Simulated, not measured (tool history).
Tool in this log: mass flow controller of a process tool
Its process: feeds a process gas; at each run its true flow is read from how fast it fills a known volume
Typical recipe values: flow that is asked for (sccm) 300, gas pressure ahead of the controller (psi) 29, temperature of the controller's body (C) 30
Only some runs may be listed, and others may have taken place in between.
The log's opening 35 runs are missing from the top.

run	hour	flow that is asked for (sccm)	gas pressure ahead of the controller (psi)	temperature of the controller's body (C)	hours of work since the controller was set to zero	hours of work since the controller was changed	true flow (%)
36	2094.8	333	29.3	29	2180	2180	100.18
37	2133.4	333	29.3	29	2195	2195	100.26
38	2205.7	147	25.8	30	2225	2225	99.89
39	2247.2	147	25.8	30	2242	2242	100.05
40	2311.9	315	34.1	30	2268	2268	100.63
41	2356	315	34.1	30	2286	2286	100.89
42	2410	300	35.1	24	2308	2308	100.61
43	2462.3	603	29	30	2329	2329	101.82
44	2522.5	162	25.7	39	2354	2354	101.06
45	2557	162	25.7	34	2368	2368	100.8
46	2601.3	162	25.7	34	2386	2386	100.98
47	2685.1	134	36.8	26	2420	2420	100.89
48	2739.6	300	29	22	2442	2442	101.11

4 options for the next run, each taken on its own from the tool as it stands now. Forecast them:
A	2800.5	300	36.7	30	2467	2467	?
B	2800.5	300	29	24	2467	2467	?
C	2800.5	126	26.1	33	2467	2467	?
D	2800.5	436	27	22	2467	2467	?

run	true flow (%)
A	101.68
B	101.23
C	101.18
D	101.44
What these runs would have given with no unlogged condition in the tool:
run	true flow (%)
A	98.41
B	97.97
C	97.94
D	98.18
